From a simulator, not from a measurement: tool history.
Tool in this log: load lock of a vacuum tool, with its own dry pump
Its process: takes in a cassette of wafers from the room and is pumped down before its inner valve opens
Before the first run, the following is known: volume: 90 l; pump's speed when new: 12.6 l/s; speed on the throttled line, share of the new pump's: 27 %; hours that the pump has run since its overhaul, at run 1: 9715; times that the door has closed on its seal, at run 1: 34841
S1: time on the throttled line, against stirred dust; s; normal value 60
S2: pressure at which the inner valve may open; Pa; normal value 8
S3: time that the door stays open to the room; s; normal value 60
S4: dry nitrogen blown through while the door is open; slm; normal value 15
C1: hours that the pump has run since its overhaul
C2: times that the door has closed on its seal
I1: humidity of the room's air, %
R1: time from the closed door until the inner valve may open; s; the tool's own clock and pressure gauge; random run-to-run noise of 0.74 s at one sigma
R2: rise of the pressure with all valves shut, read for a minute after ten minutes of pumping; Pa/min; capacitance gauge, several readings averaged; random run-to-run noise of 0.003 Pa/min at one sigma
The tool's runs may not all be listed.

run	hour	S1	S2	S3	S4	C1	C2	I1	R1	R2
1	0.0	60	8	60	15	9715	34841	46.3	114.8	0.374
2	284.4	60	8	60	15	10000	35861	46.2	115.8	0.394
3	537.7	60	8	60	15	10253	36770	43.3	115.1	0.397
4	730.5	60	8	60	11	10446	37461	44.1	115.7	0.413
5	981.1	60	8	60	15	10697	38360	46.3	115.6	0.426
6	1237.2	60	8	60	27	10953	39278	43.2	114.2	0.440
7	1528.2	60	8	42	27	11244	40322	47.2	115.8	0.450
8	1797.2	60	8	42	27	11513	41286	46.1	116.7	0.478
9	1994.6	60	8	42	27	11710	41994	43.4	115.6	0.489
10	2126.2	60	8	28	27	11842	42466	43.5	115.5	0.486
11	2271.7	68	8	60	12	11987	42988	45.3	120.9	0.513
12	2546.6	40	11	60	45	12262	43974	44.3	98.5	0.529
13	2691.7	61	11	60	5	12407	44494	44.0	113.4	0.559
14	2908.1	61	11	60	5	12624	45270	44.6	113.8	0.572
15	3152.6	42	6	60	15	12868	46147	44.2	105.4	0.567
# hour 3270.7: door's seal changed, seat wiped
16	3305.6	42	6	60	15	13020	125	46.4	106.1	0.030
17	3579.2	98	6	60	4	13293	1106	47.5	145.4	0.057
18	3737.7	98	6	60	4	13452	1675	44.8	144.8	0.055
19	3972.0	90	7	105	17	13686	2515	47.6	137.6	0.050

Per-run results on a tool with no hidden state, each run keeping its own random variation:
Hidden state at play: pump's speed, % of a new pump's; leak at the door's seal, Pa l/s; drift of the gauge itself on ready_s, %; drift of the gauge itself on rise_pa_min, %.
run	R1	R2
1	112.4	0.040
2	113.3	0.038
3	112.6	0.030
4	113.1	0.033
5	113.0	0.029
6	111.3	0.026
7	112.8	0.021
8	113.6	0.027
9	112.4	0.024
10	112.3	0.019
11	117.9	0.031
12	95.1	0.016
13	110.4	0.044
14	110.7	0.047
15	101.4	0.026
16	102.2	0.030
17	142.4	0.053
18	141.8	0.048
19	134.4	0.039

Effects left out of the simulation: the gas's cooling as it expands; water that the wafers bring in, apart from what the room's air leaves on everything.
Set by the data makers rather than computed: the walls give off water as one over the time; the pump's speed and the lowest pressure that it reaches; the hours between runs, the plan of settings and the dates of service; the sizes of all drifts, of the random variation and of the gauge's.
